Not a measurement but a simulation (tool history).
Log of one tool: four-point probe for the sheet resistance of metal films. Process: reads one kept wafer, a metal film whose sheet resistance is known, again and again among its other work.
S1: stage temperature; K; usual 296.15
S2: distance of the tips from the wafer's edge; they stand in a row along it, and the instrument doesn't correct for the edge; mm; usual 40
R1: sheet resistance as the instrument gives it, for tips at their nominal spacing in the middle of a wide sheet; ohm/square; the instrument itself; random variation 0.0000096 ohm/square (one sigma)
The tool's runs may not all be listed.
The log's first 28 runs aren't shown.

{"run": 29, "hour": 485.4, "S1": 294.15, "S2": 40, "R1": 0.048079}
{"run": 30, "hour": 497.9, "S1": 294.15, "S2": 40, "R1": 0.048057}
{"run": 31, "hour": 522.7, "S1": 294.15, "S2": 40, "R1": 0.048062}
{"run": 32, "hour": 539.2, "S1": 292.15, "S2": 40, "R1": 0.048021}
{"run": 33, "hour": 561.3, "S1": 292.15, "S2": 12, "R1": 0.048069}
{"run": 34, "hour": 583.5, "S1": 308.15, "S2": 70, "R1": 0.048374}
{"run": 35, "hour": 599.2, "S1": 308.15, "S2": 70, "R1": 0.048367}
{"run": 36, "hour": 622.0, "S1": 302.15, "S2": 32, "R1": 0.048261}
{"run": 37, "hour": 633.7, "S1": 302.15, "S2": 32, "R1": 0.048248}

Forecast each of these 4 alternatives for the next run:
{"run": "A", "hour": 650.9, "S1": 308.15, "S2": 8, "R1": "?"}
{"run": "B", "hour": 650.9, "S1": 307.15, "S2": 32, "R1": "?"}
{"run": "C", "hour": 650.9, "S1": 292.15, "S2": 28, "R1": "?"}
{"run": "D", "hour": 650.9, "S1": 302.15, "S2": 29, "R1": "?"}

run=A R1=0.048547
run=B R1=0.048365
run=C R1=0.048018
run=D R1=0.048230
Without the tool's hidden state the same runs would have given:
run=A R1=0.048547
run=B R1=0.048366
run=C R1=0.048019
run=D R1=0.048231

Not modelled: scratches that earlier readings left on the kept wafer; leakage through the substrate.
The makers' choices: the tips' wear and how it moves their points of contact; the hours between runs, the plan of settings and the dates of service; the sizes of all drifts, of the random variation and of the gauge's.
